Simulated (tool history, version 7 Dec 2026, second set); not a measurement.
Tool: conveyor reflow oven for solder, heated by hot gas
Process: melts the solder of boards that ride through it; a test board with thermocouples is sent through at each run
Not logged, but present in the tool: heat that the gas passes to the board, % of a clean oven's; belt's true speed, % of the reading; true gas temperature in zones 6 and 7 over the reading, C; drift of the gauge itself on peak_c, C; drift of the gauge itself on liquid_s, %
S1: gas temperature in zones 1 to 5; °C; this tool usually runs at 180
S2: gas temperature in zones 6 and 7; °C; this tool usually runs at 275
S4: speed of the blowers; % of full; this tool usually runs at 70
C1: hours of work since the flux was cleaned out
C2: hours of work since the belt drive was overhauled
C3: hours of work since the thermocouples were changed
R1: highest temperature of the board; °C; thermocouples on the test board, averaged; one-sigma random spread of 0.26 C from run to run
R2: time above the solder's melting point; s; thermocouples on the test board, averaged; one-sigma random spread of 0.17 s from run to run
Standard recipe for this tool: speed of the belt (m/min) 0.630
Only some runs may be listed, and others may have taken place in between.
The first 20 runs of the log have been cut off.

run 21 hour=688.1 | S1=170 S2=289 speed_of_the_belt_(m/min)=0.630 S4=76 | C1=114 C2=829 C3=202 | R1=268.6 R2=49.7
run 22 hour=731.2 | S1=169 S2=289 speed_of_the_belt_(m/min)=0.520 S4=76 | C1=134 C2=849 C3=222 | R1=274.9 R2=62.5
run 23 hour=772.7 | S1=189 S2=269 speed_of_the_belt_(m/min)=0.702 S4=71 | C1=153 C2=868 C3=241 | R1=250.0 R2=40.8
run 24 hour=810.9 | S1=167 S2=276 speed_of_the_belt_(m/min)=0.561 S4=70 | C1=171 C2=885 C3=258 | R1=259.1 R2=51.0
run 25 hour=844.3 | S1=167 S2=276 speed_of_the_belt_(m/min)=0.561 S4=70 | C1=186 C2=901 C3=274 | R1=259.2 R2=50.4
run 26 hour=891.0 | S1=167 S2=276 speed_of_the_belt_(m/min)=0.561 S4=70 | C1=207 C2=922 C3=295 | R1=258.9 R2=50.4
run 27 hour=920.1 | S1=180 S2=288 speed_of_the_belt_(m/min)=0.630 S4=70 | C1=221 C2=936 C3=308 | R1=266.7 R2=51.3
run 28 hour=947.3 | S1=169 S2=275 speed_of_the_belt_(m/min)=0.630 S4=72 | C1=233 C2=948 C3=321 | R1=254.3 R2=42.7
run 29 hour=975.8 | S1=169 S2=275 speed_of_the_belt_(m/min)=0.630 S4=72 | C1=246 C2=961 C3=334 | R1=254.5 R2=42.1
run 30 hour=1007.0 | S1=169 S2=275 speed_of_the_belt_(m/min)=0.630 S4=72 | C1=260 C2=975 C3=348 | R1=253.8 R2=42.3
run 31 hour=1054.1 | S1=180 S2=275 speed_of_the_belt_(m/min)=0.630 S4=62 | C1=282 C2=997 C3=370 | R1=254.2 R2=44.9

Forecast each of these 3 alternatives for the next run:
run A hour=1075.3 | S1=180 S2=275 speed_of_the_belt_(m/min)=0.624 S4=70 | C1=292 C2=1007 C3=380 | R1=? R2=?
run B hour=1075.3 | S1=166 S2=275 speed_of_the_belt_(m/min)=0.630 S4=70 | C1=292 C2=1007 C3=380 | R1=? R2=?
run C hour=1075.3 | S1=180 S2=288 speed_of_the_belt_(m/min)=0.630 S4=62 | C1=292 C2=1007 C3=380 | R1=? R2=?

run=A R1=256.3 R2=47.3
run=B R1=252.3 R2=40.6
run=C R1=264.6 R2=50.2
With no hidden state in the tool, these same runs would have given:
run=A R1=258.0 R2=47.7
run=B R1=254.4 R2=41.4
run=C R1=266.4 R2=50.3

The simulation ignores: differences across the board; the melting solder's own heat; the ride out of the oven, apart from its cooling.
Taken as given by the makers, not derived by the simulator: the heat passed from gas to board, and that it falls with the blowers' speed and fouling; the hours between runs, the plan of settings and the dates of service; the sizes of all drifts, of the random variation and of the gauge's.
